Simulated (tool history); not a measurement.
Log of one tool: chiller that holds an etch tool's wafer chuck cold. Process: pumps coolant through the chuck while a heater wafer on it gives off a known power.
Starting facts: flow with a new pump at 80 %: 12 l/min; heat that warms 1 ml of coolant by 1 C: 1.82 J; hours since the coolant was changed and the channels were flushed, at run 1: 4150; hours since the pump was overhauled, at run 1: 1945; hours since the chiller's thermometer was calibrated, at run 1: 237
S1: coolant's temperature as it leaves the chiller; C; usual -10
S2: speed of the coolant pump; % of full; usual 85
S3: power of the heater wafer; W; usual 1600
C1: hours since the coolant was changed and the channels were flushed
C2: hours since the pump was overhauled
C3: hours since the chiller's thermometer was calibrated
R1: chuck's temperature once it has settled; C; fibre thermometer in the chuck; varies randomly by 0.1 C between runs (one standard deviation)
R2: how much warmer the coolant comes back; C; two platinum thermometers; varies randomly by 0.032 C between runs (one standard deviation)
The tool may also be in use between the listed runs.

run    hour   S1  S2    S3    C1    C2    C3    R1    R2
  1     0.0  -10  85  1600  4150  1945   237   8.3  4.16
  2    46.9  -10  85  1600  4197  1992   284   8.4  4.12
  3   110.8  -10  85  1600  4261  2056   348   8.5  4.10
  4   188.4  -10  85  1600  4339  2134   426   8.3  4.19
  5   238.8   -1  85  1600  4389  2184   476  17.7  4.19
  6   317.3   -1  85  1600  4468  2263   555  17.5  4.11
  7   365.0   -1  85  1600  4515  2310   602  17.5  4.17
  8   429.5   -1  85  1600  4580  2375   667  17.4  4.21
  9   480.5   -1  85  1600  4631  2426   718  17.2  4.22
 10   543.3   -1  85  1600  4694  2489   781  17.4  4.26
 11   606.4  -10  85  1727  4757  2552   844  10.0  4.63
 12   660.1  -10  85  1727  4810  2606   897   9.7  4.55
 13   725.2  -10  85  1727  4876  2671   963  10.1  4.55
 14   785.4  -10  85  1727  4936  2731  1023   9.8  4.58
 15   827.4   -5  85  1600  4978  2773  1065  13.6  4.26
 16   897.2   -5  85  1600  5048  2843  1134  13.4  4.28
 17   992.1  -11  90   984  5142  2938  1229  -0.1  2.56
 18  1032.3  -11  90   984  5183  2978  1270  -0.2  2.57
 19  1125.7    0  65  1108  5276  3071  1363  15.5  3.96
 20  1197.1   -3  82  1138  5347  3143  1434  10.4  3.30
 21  1245.6  -18  85   934  5396  3191  1483  -7.4  2.61
 22  1314.6  -18  85   934  5465  3260  1552  -7.2  2.63
 23  1369.0  -10  88  1600  5519  3314  1606   8.1  4.30
 24  1458.8   -6  85  1600  5609  3404  1696  12.2  4.37
 25  1506.4  -10  70   877  5657  3452  1744   1.9  3.06
     1528.6  -- gauge calibrated
 26  1572.4  -10  75  1600  5723  3518  1810  10.4  4.70
 27  1660.8  -10  75  1600  5811  3606  1898  10.3  4.66
 28  1700.4  -18  81  1024  5851  3646  1938  -5.7  2.76
 29  1759.5  -13  83  1600  5910  3705  1997   5.9  4.30
 30  1851.8   -8  66  1726  6002  3797  2089  16.0  5.76
 31  1922.4   -8  90  2006  6073  3868  2160  14.3  4.98

Branching from run 31: 3 alternative next runs. What would each branch give?
  A  1976.1   -8  90  1877  6126  3922  2213   ?   ?
  B  1976.1  -10  61  1703  6126  3922  2213   ?   ?
  C  1976.1  -17  90  2383  6126  3922  2213   ?   ?

run    R1    R2
  A  12.7  4.65
  B  15.3  6.22
  C   9.3  5.86
Had the tool no hidden state, the same runs would have come out as:
run    R1    R2
  A  12.7  4.57
  B  15.3  6.14
  C   9.3  5.77
